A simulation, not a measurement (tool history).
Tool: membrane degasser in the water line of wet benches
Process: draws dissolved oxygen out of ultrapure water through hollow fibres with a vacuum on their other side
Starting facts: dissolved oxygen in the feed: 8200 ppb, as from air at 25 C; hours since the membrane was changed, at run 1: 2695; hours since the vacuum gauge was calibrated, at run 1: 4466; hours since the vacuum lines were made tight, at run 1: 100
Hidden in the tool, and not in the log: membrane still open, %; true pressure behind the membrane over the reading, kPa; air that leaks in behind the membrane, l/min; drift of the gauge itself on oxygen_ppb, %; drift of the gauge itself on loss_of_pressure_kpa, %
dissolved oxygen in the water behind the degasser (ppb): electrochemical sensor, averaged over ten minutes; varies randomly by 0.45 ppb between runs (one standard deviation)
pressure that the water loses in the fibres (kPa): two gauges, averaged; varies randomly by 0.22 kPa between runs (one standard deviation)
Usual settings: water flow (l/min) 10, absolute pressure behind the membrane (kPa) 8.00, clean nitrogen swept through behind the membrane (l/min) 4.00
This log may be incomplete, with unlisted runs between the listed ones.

run      day  water flow (l/min)  absolute pressure behind the membrane (kPa)  clean nitrogen swept through behind the membrane (l/min)  hours since the membrane was changed  hours since the vacuum gauge was calibrated  hours since the vacuum lines were made tight  dissolved oxygen in the water behind the degasser (ppb)  pressure that the water loses in the fibres (kPa)
  1    0.000                  10                                         8.00                                                      4.00                                  2695                                         4466                                           100                                                     36.2                                              56.87
  2    9.792                  10                                         8.00                                                      4.00                                  2930                                         4701                                           335                                                     36.7                                              56.87
  3   16.604                  10                                        13.78                                                      4.00                                  3093                                         4865                                           498                                                     72.4                                              56.49
  4   27.508                  10                                         8.00                                                     11.68                                  3355                                         5126                                           760                                                     15.5                                              56.47
  5   38.117                  10                                         8.00                                                     11.68                                  3609                                         5381                                          1014                                                     15.8                                              56.90
  6   44.421                  10                                         8.00                                                     11.68                                  3761                                         5532                                          1166                                                     15.4                                              56.56
  7   49.617                  10                                         8.00                                                     11.68                                  3885                                         5657                                          1290                                                     16.4                                              57.30
  8   59.650                  10                                         8.00                                                      4.00                                  4126                                         5898                                          1531                                                     36.8                                              56.83
  9   66.004                  10                                        11.64                                                      4.00                                  4279                                         6050                                          1684                                                     59.5                                              56.94
 10   75.000                  10                                        11.64                                                      4.00                                  4495                                         6266                                          1900                                                     59.3                                              57.52
 11   84.642                  10                                         8.63                                                      4.00                                  4726                                         6498                                          2131                                                     42.1                                              57.35
 12   93.862                  10                                        19.80                                                      4.00                                  4947                                         6719                                          2352                                                    110.1                                              57.30
 13  102.742                  10                                         8.00                                                      4.00                                  5160                                         6932                                          2565                                                     37.4                                              57.92
 14  109.862                  10                                         8.00                                                      4.00                                  5331                                         7103                                          2736                                                     37.6                                              57.30
 15  120.379                  10                                         8.00                                                      4.00                                  5584                                         7355                                          2989                                                     37.2                                              57.61
 16  130.092                  10                                         8.00                                                      4.00                                  5817                                         7588                                          3222                                                     37.9                                              57.93
 17  136.350                  10                                         8.00                                                      4.00                                  5967                                         7739                                          3372                                                     37.6                                              57.66
 18  146.758                   6                                         8.00                                                      3.76                                  6217                                         7988                                          3622                                                     23.2                                              34.44
 19  153.862                  13                                         8.00                                                      6.15                                  6387                                         8159                                          3792                                                     37.9                                              75.61
 20  162.692                  10                                        11.09                                                      5.05                                  6599                                         8371                                          4004                                                     47.7                                              58.32
     164.642  -- vacuum gauge calibrated
 21  167.908                   9                                         5.00                                                      5.05                                  6724                                           78                                          4129                                                     11.7                                              52.38
 22  173.642                  10                                        10.70                                                      2.85                                  6862                                          216                                          4267                                                     70.1                                              58.75
 23  184.588                   9                                         6.38                                                      4.00                                  7124                                          479                                          4529                                                     22.7                                              53.06
 24  192.688                   9                                         6.38                                                      4.00                                  7319                                          673                                          4724                                                     22.5                                              52.64
 25  199.371                   9                                         6.38                                                      4.00                                  7479                                          834                                          4884                                                     22.6                                              52.80
 26  209.908                  10                                         6.38                                                      2.94                                  7732                                         1086                                          5137                                                     33.5                                              59.24
 27  220.538                  10                                         6.38                                                      2.94                                  7987                                         1342                                          5392                                                     33.8                                              59.05
 28  231.338                  10                                         6.38                                                      2.94                                  8246                                         1601                                          5651                                                     33.5                                              59.10
 29  240.954                  10                                         8.00                                                      4.00                                  8477                                         1832                                          5882                                                     36.6                                              59.00
 30  250.671                   9                                         9.59                                                      6.59                                  8710                                         2065                                          6115                                                     27.0                                              53.28
     255.221  -- seals of the vacuum lines changed
 31  257.988                  10                                         9.29                                                      4.67                                  8884                                         2238                                            66                                                     38.7                                              59.48
 32  265.717                  10                                         9.29                                                      4.67                                  9069                                         2424                                           252                                                     40.0                                              59.72
 33  276.167                   7                                        14.54                                                      4.67                                  9320                                         2675                                           503                                                     46.3                                              41.66

Consider 3 possible next runs. They are alternatives, not a sequence: every one starts from the tool as it was left by run 33. What does each give?
  A  281.321                   7                                         7.45                                                      6.63                                  9444                                         2798                                           626                                                        ?                                                  ?
  B  281.321                   9                                        14.54                                                      1.99                                  9444                                         2798                                           626                                                        ?                                                  ?
  C  281.321                   8                                         8.00                                                      4.00                                  9444                                         2798                                           626                                                        ?                                                  ?

run  dissolved oxygen in the water behind the degasser (ppb)  pressure that the water loses in the fibres (kPa)
  A                                                     14.5                                              41.91
  B                                                    132.7                                              53.46
  C                                                     29.2                                              47.57
Without the tool's hidden state the same runs would have given:
run  dissolved oxygen in the water behind the degasser (ppb)  pressure that the water loses in the fibres (kPa)
  A                                                     12.7                                              38.91
  B                                                    127.7                                              49.63
  C                                                     26.5                                              44.14
